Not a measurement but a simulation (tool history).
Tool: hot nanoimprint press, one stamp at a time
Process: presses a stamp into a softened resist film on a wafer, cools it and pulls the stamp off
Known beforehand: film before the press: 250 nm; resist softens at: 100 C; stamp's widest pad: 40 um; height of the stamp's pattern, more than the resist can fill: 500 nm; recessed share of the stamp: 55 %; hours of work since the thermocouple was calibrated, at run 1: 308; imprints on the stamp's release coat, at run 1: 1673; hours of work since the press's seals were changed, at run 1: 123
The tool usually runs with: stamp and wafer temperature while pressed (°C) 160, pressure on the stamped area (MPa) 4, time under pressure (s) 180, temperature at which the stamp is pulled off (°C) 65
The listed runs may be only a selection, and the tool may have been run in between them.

run     day  stamp and wafer temperature while pressed (°C)  pressure on the stamped area (MPa)  time under pressure (s)  temperature at which the stamp is pulled off (°C)  hours of work since the thermocouple was calibrated  imprints on the stamp's release coat  hours of work since the press's seals were changed  resist left under the stamp's widest pad (Å)  greatest force while the stamp is pulled off (N)
  1       0                                             160                                   4                      180                                                 65                                                  308                                  1673                                                 123                                           999                                               121
      1.096  -- stamp cleaned and given a new release coat
  2   1.167                                             160                                   4                      180                                                 65                                                  317                                     2                                                 133                                          1004                                                94
  3   1.833                                             160                                   4                      180                                                 65                                                  324                                    25                                                 139                                          1025                                                95
  4   2.604                                             160                                   4                      180                                                 65                                                  332                                    52                                                 147                                          1009                                                99
      3.046  -- plate thermocouple calibrated
  5   3.808                                             160                                   4                      180                                                 65                                                    8                                    89                                                 158                                           991                                                96
  6       5                                             160                                   4                      180                                                 65                                                   20                                   130                                                 170                                           976                                               101
  7   5.812                                             160                                   4                      180                                                 65                                                   28                                   159                                                 179                                          1002                                                98
  8   7.321                                             160                                   4                      180                                                 65                                                   44                                   211                                                 194                                           998                                                98
  9     8.1                                             160                                   4                      180                                                 65                                                   52                                   238                                                 202                                          1002                                                93
 10   9.242                                             160                                   4                      180                                                 65                                                   63                                   277                                                 214                                           987                                                98
 11  10.438                                             160                                   4                      180                                                 65                                                   75                                   319                                                 226                                          1008                                                98
 12  11.212                                             160                                   4                      146                                                 65                                                   83                                   346                                                 234                                          1089                                                99
 13    12.5                                             160                                   4                      146                                                 65                                                   96                                   390                                                 247                                          1096                                               101
 14  13.712                                             160                                   4                      180                                                 65                                                  109                                   432                                                 259                                          1020                                               103
 15  15.104                                             160                                   4                      180                                                 65                                                  123                                   480                                                 274                                          1011                                               104
 16  16.246                                             160                                   4                      180                                                 65                                                  135                                   520                                                 285                                          1018                                               105
 17  17.083                                             160                                   4                      180                                                 65                                                  143                                   549                                                 294                                          1018                                               102
 18  18.246                                             160                                2.93                      140                                                 59                                                  155                                   589                                                 306                                          1265                                               113
 19  19.742                                             150                                4.57                      140                                                 59                                                  170                                   641                                                 321                                          1695                                               111
 20  21.121                                             150                                4.28                      186                                                 65                                                  184                                   689                                                 335                                          1571                                               103
 21  21.929                                             157                                2.92                      216                                                 56                                                  193                                   717                                                 343                                          1248                                               119
 22  22.796                                             162                                   4                      180                                                 65                                                  201                                   747                                                 352                                           911                                               104
 23  23.492                                             160                                   4                      104                                                 73                                                  209                                   771                                                 359                                          1263                                                90
 24  24.925                                             160                                4.32                      180                                                 65                                                  223                                   820                                                 374                                           988                                               104
 25  26.292                                             160                                4.32                      180                                                 65                                                  237                                   868                                                 388                                           996                                               110
 26    27.6                                             168                                4.91                      180                                                 65                                                  250                                   913                                                 401                                           619                                               106
 27  28.667                                             168                                4.91                      180                                                 65                                                  261                                   950                                                 412                                           614                                               107
 28  30.158                                             168                                4.91                      180                                                 65                                                  277                                  1001                                                 427                                           630                                               104
 29  31.092                                             160                                   4                      180                                                 52                                                  286                                  1034                                                 437                                          1021                                               131

Each row is a separate what-if for the run after 29, all from the same tool condition, not one after another. Results?
  A  32.375                                             160                                4.71                      180                                                 52                                                  299                                  1078                                                 450                                             ?                                                 ?
  B  32.375                                             160                                 3.6                      180                                                 65                                                  299                                  1078                                                 450                                             ?                                                 ?
  C  32.375                                             160                                3.58                      138                                                 64                                                  299                                  1078                                                 450                                             ?                                                 ?
  D  32.375                                             152                                 2.8                      180                                                 65                                                  299                                  1078                                                 450                                             ?                                                 ?

run  resist left under the stamp's widest pad (Å)  greatest force while the stamp is pulled off (N)
  A                                           972                                               130
  B                                          1085                                               110
  C                                          1193                                               111
  D                                          1719                                               107
With the hidden condition removed and each run's random variation left untouched, the same runs would have given:
run  resist left under the stamp's widest pad (Å)  greatest force while the stamp is pulled off (N)
  A                                           901                                               112
  B                                          1013                                                95
  C                                          1117                                                95
  D                                          1636                                                92

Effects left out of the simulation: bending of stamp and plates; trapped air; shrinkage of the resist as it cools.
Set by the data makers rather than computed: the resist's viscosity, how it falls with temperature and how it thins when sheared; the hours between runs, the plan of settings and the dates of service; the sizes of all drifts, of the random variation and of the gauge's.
